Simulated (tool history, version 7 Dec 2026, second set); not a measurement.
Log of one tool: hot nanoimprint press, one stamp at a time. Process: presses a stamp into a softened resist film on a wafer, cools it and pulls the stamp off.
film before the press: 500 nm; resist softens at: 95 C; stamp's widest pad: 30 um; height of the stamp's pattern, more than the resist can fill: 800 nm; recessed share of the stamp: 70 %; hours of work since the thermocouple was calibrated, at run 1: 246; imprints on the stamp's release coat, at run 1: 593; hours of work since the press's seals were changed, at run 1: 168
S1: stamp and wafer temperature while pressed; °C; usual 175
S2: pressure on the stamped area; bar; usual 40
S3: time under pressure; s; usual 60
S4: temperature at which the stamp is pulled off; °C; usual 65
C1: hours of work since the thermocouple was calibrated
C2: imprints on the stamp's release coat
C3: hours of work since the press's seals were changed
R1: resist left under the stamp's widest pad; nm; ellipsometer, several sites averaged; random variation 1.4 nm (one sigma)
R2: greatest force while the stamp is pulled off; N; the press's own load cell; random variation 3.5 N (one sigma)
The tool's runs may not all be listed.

{"run": 1, "day": 0.0, "S1": 175, "S2": 40, "S3": 60, "S4": 65, "C1": 246, "C2": 593, "C3": 168, "R1": 233, "R2": 186}
{"run": 2, "day": 0.342, "S1": 175, "S2": 40, "S3": 60, "S4": 54, "C1": 250, "C2": 606, "C3": 172, "R1": 236.8, "R2": 208}
{"run": 3, "day": 0.7, "S1": 175, "S2": 40, "S3": 60, "S4": 54, "C1": 254, "C2": 619, "C3": 176, "R1": 236.4, "R2": 213}
{"run": 4, "day": 1.058, "S1": 175, "S2": 40, "S3": 60, "S4": 54, "C1": 258, "C2": 632, "C3": 181, "R1": 236.2, "R2": 205}
{"run": 5, "day": 1.533, "S1": 175, "S2": 40, "S3": 60, "S4": 54, "C1": 264, "C2": 649, "C3": 186, "R1": 239.2, "R2": 204}
{"run": 6, "day": 2.029, "S1": 175, "S2": 40, "S3": 60, "S4": 54, "C1": 270, "C2": 668, "C3": 192, "R1": 235, "R2": 211}
{"run": 7, "day": 2.454, "S1": 175, "S2": 40, "S3": 60, "S4": 65, "C1": 275, "C2": 683, "C3": 198, "R1": 237.7, "R2": 198}
{"run": 8, "day": 3.133, "S1": 175, "S2": 55.1, "S3": 60, "S4": 57, "C1": 284, "C2": 708, "C3": 206, "R1": 208.1, "R2": 207}
{"run": 9, "day": 3.758, "S1": 181, "S2": 48.8, "S3": 48, "S4": 65, "C1": 291, "C2": 731, "C3": 214, "R1": 200.7, "R2": 204}
{"day": 3.929, "done": "plate thermocouple calibrated"}
{"run": 10, "day": 4.417, "S1": 166, "S2": 40, "S3": 60, "S4": 53, "C1": 6, "C2": 751, "C3": 220, "R1": 314.5, "R2": 217}
{"run": 11, "day": 5.133, "S1": 175, "S2": 40, "S3": 60, "S4": 62, "C1": 15, "C2": 777, "C3": 229, "R1": 244.1, "R2": 208}
{"run": 12, "day": 5.692, "S1": 180, "S2": 38.3, "S3": 31, "S4": 67, "C1": 22, "C2": 798, "C3": 236, "R1": 277.8, "R2": 199}
{"run": 13, "day": 6.371, "S1": 180, "S2": 38.3, "S3": 31, "S4": 67, "C1": 30, "C2": 823, "C3": 244, "R1": 275.4, "R2": 199}

Forecast each of these 3 alternatives for the next run:
{"day": 6.704, "done": "plate thermocouple calibrated, once more"}
{"run": "A", "day": 6.862, "S1": 175, "S2": 40, "S3": 60, "S4": 63, "C1": 2, "C2": 836, "C3": 248, "R1": "?", "R2": "?"}
{"day": 6.704, "done": "plate thermocouple calibrated, once more"}
{"run": "B", "day": 6.862, "S1": 181, "S2": 38.3, "S3": 31, "S4": 67, "C1": 2, "C2": 836, "C3": 248, "R1": "?", "R2": "?"}
{"day": 6.704, "done": "plate thermocouple calibrated, once more"}
{"run": "C", "day": 6.862, "S1": 164, "S2": 49.8, "S3": 55, "S4": 65, "C1": 2, "C2": 836, "C3": 248, "R1": "?", "R2": "?"}

run=A R1=227.1 R2=202
run=B R1=255 R2=194
run=C R1=294 R2=199
Without the tool's hidden state the same runs would have given:
run=A R1=225.3 R2=171
run=B R1=253.2 R2=163
run=C R1=291.7 R2=168

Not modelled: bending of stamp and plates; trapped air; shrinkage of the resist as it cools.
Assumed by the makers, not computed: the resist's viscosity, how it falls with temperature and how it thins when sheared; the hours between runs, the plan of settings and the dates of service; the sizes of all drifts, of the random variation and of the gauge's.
